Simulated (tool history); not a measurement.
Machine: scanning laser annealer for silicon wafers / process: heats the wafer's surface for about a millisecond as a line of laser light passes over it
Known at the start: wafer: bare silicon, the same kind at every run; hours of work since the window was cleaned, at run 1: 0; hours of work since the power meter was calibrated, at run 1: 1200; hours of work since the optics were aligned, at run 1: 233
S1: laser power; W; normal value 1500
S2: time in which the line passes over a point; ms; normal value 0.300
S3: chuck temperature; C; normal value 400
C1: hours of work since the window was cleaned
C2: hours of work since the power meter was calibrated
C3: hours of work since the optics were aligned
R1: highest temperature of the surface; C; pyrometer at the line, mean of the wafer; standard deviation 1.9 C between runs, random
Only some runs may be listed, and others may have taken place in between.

run,hour,S1,S2,S3,C1,C2,C3,R1
1,0.0,1500,0.300,400,0,1200,233,1233
2,48.0,1500,0.300,400,30,1230,263,1237
3,76.3,1500,0.300,400,48,1248,280,1234
4,128.7,1500,0.300,400,80,1281,313,1231
5,159.4,1500,0.300,400,99,1300,332,1233
6,220.5,1500,0.300,400,138,1338,370,1233
7,280.5,1500,0.300,400,175,1375,408,1234
8,311.9,1500,0.300,400,195,1395,427,1238
9,344.4,1500,0.300,361,215,1415,448,1193
10,374.6,1417,0.300,361,234,1434,466,1147
11,429.4,1417,0.300,361,268,1468,501,1144
12,465.4,1314,0.362,400,290,1491,523,1188
13,495.7,1314,0.362,400,309,1510,542,1189
14,543.0,1531,0.321,417,339,1539,571,1294
15,592.3,1619,0.300,400,370,1570,602,1302
16,650.3,1459,0.276,422,406,1606,638,1202
17,677.9,1459,0.276,422,423,1623,656,1200
18,712.6,1304,0.243,386,445,1645,677,1045
19,769.3,1500,0.323,387,480,1680,713,1251
20,797.0,1623,0.324,387,497,1698,730,1321
# hour 819.1: window over the wafer cleaned
21,858.1,1514,0.353,366,24,1735,767,1268
22,918.4,1417,0.282,393,62,1772,804,1156

3 options for the next run, each taken on its own from the tool as it stands now. Forecast them:
# hour 927.9: optics aligned, line set to its width
A,954.9,1433,0.282,379,82,1792,17,?
# hour 927.9: optics aligned, line set to its width
B,954.9,1486,0.284,380,82,1792,17,?
# hour 927.9: optics aligned, line set to its width
C,954.9,1332,0.281,377,82,1792,17,?

run,R1
A,1153
B,1186
C,1091
Stripped of hidden state, with their random variation kept, the same runs would have yielded:
run,R1
A,1154
B,1186
C,1091

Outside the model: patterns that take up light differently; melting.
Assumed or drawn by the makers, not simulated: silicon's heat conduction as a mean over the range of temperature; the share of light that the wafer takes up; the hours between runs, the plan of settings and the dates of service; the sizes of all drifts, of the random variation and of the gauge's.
